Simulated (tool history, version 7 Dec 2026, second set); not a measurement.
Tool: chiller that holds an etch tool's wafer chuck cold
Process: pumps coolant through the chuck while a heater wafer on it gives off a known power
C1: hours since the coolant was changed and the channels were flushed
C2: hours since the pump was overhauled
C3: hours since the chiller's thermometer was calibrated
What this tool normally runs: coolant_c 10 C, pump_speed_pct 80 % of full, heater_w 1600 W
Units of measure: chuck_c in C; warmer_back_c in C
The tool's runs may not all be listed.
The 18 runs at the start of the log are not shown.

{"run": 19, "hour": 420.5, "coolant_c": 7, "pump_speed_pct": 60, "heater_w": 1096, "C1": 5272, "C2": 1388, "C3": 50, "chuck_c": 20.4, "warmer_back_c": 3.57}
{"run": 20, "hour": 442.1, "coolant_c": 10, "pump_speed_pct": 68, "heater_w": 1553, "C1": 5294, "C2": 1410, "C3": 72, "chuck_c": 27.4, "warmer_back_c": 4.51}
{"run": 21, "hour": 470.0, "coolant_c": 10, "pump_speed_pct": 68, "heater_w": 1553, "C1": 5321, "C2": 1438, "C3": 100, "chuck_c": 27.1, "warmer_back_c": 4.49}
{"run": 22, "hour": 489.0, "coolant_c": 12, "pump_speed_pct": 61, "heater_w": 1600, "C1": 5340, "C2": 1457, "C3": 119, "chuck_c": 31.2, "warmer_back_c": 5.17}
{"run": 23, "hour": 515.2, "coolant_c": 11, "pump_speed_pct": 63, "heater_w": 2035, "C1": 5367, "C2": 1483, "C3": 145, "chuck_c": 34.9, "warmer_back_c": 6.43}
{"run": 24, "hour": 532.8, "coolant_c": 11, "pump_speed_pct": 63, "heater_w": 2035, "C1": 5384, "C2": 1501, "C3": 162, "chuck_c": 35.0, "warmer_back_c": 6.39}
{"run": 25, "hour": 561.4, "coolant_c": 5, "pump_speed_pct": 78, "heater_w": 893, "C1": 5413, "C2": 1529, "C3": 191, "chuck_c": 13.8, "warmer_back_c": 2.27}
{"run": 26, "hour": 586.6, "coolant_c": 10, "pump_speed_pct": 81, "heater_w": 1591, "C1": 5438, "C2": 1554, "C3": 216, "chuck_c": 25.7, "warmer_back_c": 3.87}
{"run": 27, "hour": 605.9, "coolant_c": 6, "pump_speed_pct": 80, "heater_w": 2233, "C1": 5457, "C2": 1574, "C3": 236, "chuck_c": 28.3, "warmer_back_c": 5.5}
{"run": 28, "hour": 622.7, "coolant_c": 6, "pump_speed_pct": 80, "heater_w": 2233, "C1": 5474, "C2": 1591, "C3": 252, "chuck_c": 28.4, "warmer_back_c": 5.51}
{"run": 29, "hour": 649.3, "coolant_c": 6, "pump_speed_pct": 80, "heater_w": 2233, "C1": 5501, "C2": 1617, "C3": 279, "chuck_c": 28.1, "warmer_back_c": 5.56}
{"run": 30, "hour": 678.5, "coolant_c": 14, "pump_speed_pct": 80, "heater_w": 1600, "C1": 5530, "C2": 1646, "C3": 308, "chuck_c": 30.1, "warmer_back_c": 3.98}
{"run": 31, "hour": 694.7, "coolant_c": 10, "pump_speed_pct": 87, "heater_w": 1600, "C1": 5546, "C2": 1663, "C3": 324, "chuck_c": 24.8, "warmer_back_c": 3.63}
{"run": 32, "hour": 711.7, "coolant_c": 10, "pump_speed_pct": 87, "heater_w": 1600, "C1": 5563, "C2": 1680, "C3": 341, "chuck_c": 25.0, "warmer_back_c": 3.62}

Predict each of these 3 candidate next runs independently; none follows another, all start after run 32:
{"run": "A", "hour": 726.0, "coolant_c": 10, "pump_speed_pct": 65, "heater_w": 1600, "C1": 5577, "C2": 1694, "C3": 356, "chuck_c": "?", "warmer_back_c": "?"}
{"run": "B", "hour": 726.0, "coolant_c": 10, "pump_speed_pct": 87, "heater_w": 1386, "C1": 5577, "C2": 1694, "C3": 356, "chuck_c": "?", "warmer_back_c": "?"}
{"run": "C", "hour": 726.0, "coolant_c": 3, "pump_speed_pct": 87, "heater_w": 871, "C1": 5577, "C2": 1694, "C3": 356, "chuck_c": "?", "warmer_back_c": "?"}

run=A chuck_c=28.6 warmer_back_c=4.92
run=B chuck_c=23.1 warmer_back_c=3.19
run=C chuck_c=11.3 warmer_back_c=1.96
The same runs, with their run-to-run variation unchanged, on a tool lacking any hidden condition would have given:
run=A chuck_c=26.9 warmer_back_c=4.76
run=B chuck_c=21.9 warmer_back_c=3.08
run=C chuck_c=10.5 warmer_back_c=1.90
